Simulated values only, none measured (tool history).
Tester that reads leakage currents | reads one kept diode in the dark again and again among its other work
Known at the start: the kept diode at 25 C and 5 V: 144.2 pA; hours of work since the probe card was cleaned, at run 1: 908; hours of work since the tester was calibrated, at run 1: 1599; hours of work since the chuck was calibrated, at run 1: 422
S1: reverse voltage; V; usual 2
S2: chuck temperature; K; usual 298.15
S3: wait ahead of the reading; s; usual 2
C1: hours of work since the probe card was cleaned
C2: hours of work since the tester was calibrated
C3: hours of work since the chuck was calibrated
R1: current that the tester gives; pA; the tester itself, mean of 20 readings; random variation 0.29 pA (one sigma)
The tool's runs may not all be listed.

run   hour    S1      S2    S3    C1    C2   C3      R1
  1      0     2  298.15     2   908  1599  422   87.72
  2   63.7     2  298.15     2   949  1640  464   86.53
  3  101.5  3.37  298.15     2   974  1665  489  109.13
  4  178.1  3.37  298.15     2  1025  1716  539  107.04
  5  221.5  3.37  298.15     2  1053  1744  567  107.31
  6    263     2  298.15     2  1080  1771  595   83.85
     271.3  -- probe card cleaned and baked
  7    301     2  298.15     2    20  1794  618   83.49
     316.8  -- chuck's temperature calibrated
  8    345     2  298.15     2    47  1822   19   95.58
  9    416     2  298.15     2    94  1869   65   93.85
 10  477.8     2  307.15     2   134  1909  106  202.18
 11  528.7     2  307.15     2   168  1943  139  200.31
 12  570.3  7.78  318.15  2.61   195  1970  167  890.96

5 ways to go on from here, each from the tool as it stands after run 12. What would each give?
  A  622.7  11.16  318.15  2.61  230  2004  201   ?
  B  622.7   2.58  297.15  1.03  230  2004  201   ?
  C  622.7   1.37  306.15  0.72  230  2004  201   ?
  D  622.7   3.57  310.15   0.3  230  2004  201   ?
  E  622.7  19.62  318.15  2.61  230  2004  201   ?

run       R1
  A  1036.11
  B    94.36
  C    153.4
  D    331.2
  E  1345.79
Without the tool's hidden state the same runs would have given:
run       R1
  A  1085.15
  B    98.97
  C    161.2
  D   347.41
  E  1408.23
